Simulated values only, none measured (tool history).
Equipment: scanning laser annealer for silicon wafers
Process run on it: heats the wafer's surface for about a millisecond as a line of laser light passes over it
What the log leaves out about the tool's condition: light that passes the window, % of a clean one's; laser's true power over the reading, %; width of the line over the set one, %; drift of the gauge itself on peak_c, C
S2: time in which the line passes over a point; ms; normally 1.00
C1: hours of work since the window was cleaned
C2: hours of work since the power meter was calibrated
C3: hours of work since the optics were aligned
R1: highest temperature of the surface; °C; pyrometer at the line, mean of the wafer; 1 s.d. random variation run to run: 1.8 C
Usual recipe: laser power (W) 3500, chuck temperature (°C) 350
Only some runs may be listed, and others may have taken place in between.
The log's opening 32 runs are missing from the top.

Run 33, hour 576.2: usual settings but laser power (W) 3087, S2 1.15 ms, chuck temperature (°C) 367; C1 372; C2 771; C3 81. Result: R1 1051 °C.
Run 34, hour 587.8: usual settings but laser power (W) 3349, S2 1.15 ms, chuck temperature (°C) 366; C1 378; C2 777; C3 87. Result: R1 1108 °C.
Run 35, hour 611.9: usual settings but laser power (W) 3349, S2 1.15 ms, chuck temperature (°C) 366; C1 391; C2 790; C3 101. Result: R1 1106 °C.
Run 36, hour 631.2: usual settings but S2 0.97 ms, chuck temperature (°C) 328; C1 402; C2 801; C3 111. Result: R1 1039 °C.
Run 37, hour 646.0: usual settings but S2 0.93 ms, chuck temperature (°C) 319; C1 410; C2 809; C3 119. Result: R1 1016 °C.
Run 38, hour 659.5: usual settings but S2 0.93 ms, chuck temperature (°C) 319; C1 417; C2 816; C3 126. Result: R1 1016 °C.
Run 39, hour 672.8: usual settings but laser power (W) 3397, S2 0.97 ms; C1 424; C2 823; C3 134. Result: R1 1038 °C.
Run 40, hour 688.9: usual settings but laser power (W) 3397, S2 0.97 ms; C1 433; C2 832; C3 142. Result: R1 1036 °C.

Consider 4 possible next runs. They are alternatives, not a sequence: every one starts from the tool as it was left by run 40. What does each give?
Run A, hour 701.2: usual settings but S2 0.73 ms, chuck temperature (°C) 312; C1 440; C2 839; C3 149. Result: R1 ?.
Run B, hour 701.2: usual settings but laser power (W) 3397, S2 0.97 ms, chuck temperature (°C) 318; C1 440; C2 839; C3 149. Result: R1 ?.
Run C, hour 701.2: usual settings but chuck temperature (°C) 326; C1 440; C2 839; C3 149. Result: R1 ?.
Run D, hour 701.2: usual settings but laser power (W) 3036, S2 1.09 ms, chuck temperature (°C) 338; C1 440; C2 839; C3 149. Result: R1 ?.

run    R1
  A   925
  B  1007
  C  1050
  D   992
Had the tool no hidden state, the same runs would have come out as:
run    R1
  A   925
  B  1007
  C  1051
  D   993
